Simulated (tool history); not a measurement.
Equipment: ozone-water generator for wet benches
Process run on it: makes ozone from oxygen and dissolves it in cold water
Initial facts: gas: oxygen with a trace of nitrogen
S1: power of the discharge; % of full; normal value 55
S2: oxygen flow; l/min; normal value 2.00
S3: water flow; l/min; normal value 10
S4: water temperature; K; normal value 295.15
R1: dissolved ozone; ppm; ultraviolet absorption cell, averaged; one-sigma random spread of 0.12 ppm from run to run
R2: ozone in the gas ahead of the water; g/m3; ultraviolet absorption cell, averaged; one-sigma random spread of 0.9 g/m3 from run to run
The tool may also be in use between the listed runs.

run     day  S1    S2  S3      S4    R1     R2
  1   0.000  55  2.00  10  295.15  10.2  145.9
  2   2.367  55  2.00  10  295.15  10.1  145.5
  3   4.504  55  2.00  10  295.15  10.2  146.5
  4   5.812  55  2.00  10  295.15  10.1  145.0
  5   7.671  55  2.00  10  295.15  10.1  146.8
  6  10.408  55  2.00  10  295.15   9.9  145.9
  7  11.962  55  2.00  10  295.15  10.0  146.2
  8  13.821  42  2.00  13  295.15   6.6  120.0
  9  16.171  42  2.00  13  295.15   6.7  118.5
 10  19.346  44  1.63  13  295.15   6.7  141.2
 11  21.979  44  1.63  13  295.15   6.8  141.2
 12  25.038  90  2.00   7  295.15  18.1  208.4

The next listed run, before its measurement:
 13  27.158  55  2.00  13  295.15   ?   ?

{"run 13": {"R1": 7.8, "R2": 144.9}}
Had the tool carried no hidden state, the very same run would have given R1 8.5 ppm, R2 149.6 g/m3.

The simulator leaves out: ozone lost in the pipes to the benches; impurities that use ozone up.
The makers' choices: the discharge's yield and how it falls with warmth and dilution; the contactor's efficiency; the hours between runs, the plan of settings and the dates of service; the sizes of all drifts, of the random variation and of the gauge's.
